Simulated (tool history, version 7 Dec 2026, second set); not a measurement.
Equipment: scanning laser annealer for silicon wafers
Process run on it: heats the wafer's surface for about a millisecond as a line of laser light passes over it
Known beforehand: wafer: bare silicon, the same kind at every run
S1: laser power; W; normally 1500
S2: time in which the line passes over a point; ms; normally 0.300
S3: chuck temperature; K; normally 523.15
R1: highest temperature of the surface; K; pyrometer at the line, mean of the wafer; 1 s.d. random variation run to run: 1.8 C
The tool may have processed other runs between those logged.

run 1 hour=0.0 | S1=1500 S2=0.300 S3=523.15 | R1=1292.15
run 2 hour=21.9 | S1=1500 S2=0.300 S3=523.15 | R1=1296.15
run 3 hour=36.7 | S1=1500 S2=0.300 S3=523.15 | R1=1295.15
-- hour=62.2 window over the wafer cleaned
run 4 hour=63.0 | S1=1500 S2=0.300 S3=523.15 | R1=1272.15
run 5 hour=84.4 | S1=1500 S2=0.300 S3=523.15 | R1=1272.15
run 6 hour=103.4 | S1=1500 S2=0.300 S3=484.15 | R1=1228.15
run 7 hour=117.9 | S1=1500 S2=0.300 S3=526.15 | R1=1273.15
-- hour=122.1 window over the wafer cleaned, once more
run 8 hour=135.6 | S1=1500 S2=0.300 S3=526.15 | R1=1345.15
run 9 hour=159.4 | S1=1459 S2=0.360 S3=502.15 | R1=1375.15
run 10 hour=169.9 | S1=1614 S2=0.300 S3=513.15 | R1=1395.15
run 11 hour=189.3 | S1=1614 S2=0.300 S3=513.15 | R1=1391.15
run 12 hour=204.2 | S1=1511 S2=0.300 S3=521.15 | R1=1343.15
run 13 hour=222.3 | S1=1452 S2=0.283 S3=531.15 | R1=1291.15
run 14 hour=244.2 | S1=1527 S2=0.300 S3=523.15 | R1=1351.15
run 15 hour=269.2 | S1=1518 S2=0.264 S3=527.15 | R1=1291.15

5 options for the next run, each taken on its own from the tool as it stands now. Forecast them:
run A hour=281.4 | S1=1368 S2=0.266 S3=491.15 | R1=?
run B hour=281.4 | S1=1497 S2=0.274 S3=483.15 | R1=?
run C hour=281.4 | S1=1576 S2=0.324 S3=562.15 | R1=?
run D hour=281.4 | S1=1518 S2=0.264 S3=505.15 | R1=?
run E hour=281.4 | S1=1595 S2=0.303 S3=517.15 | R1=?

run=A R1=1185.15
run=B R1=1255.15
run=C R1=1456.15
run=D R1=1272.15
run=E R1=1389.15
Stripped of hidden state, with their random variation kept, the same runs would have yielded:
run=A R1=1197.15
run=B R1=1269.15
run=C R1=1472.15
run=D R1=1285.15
run=E R1=1404.15
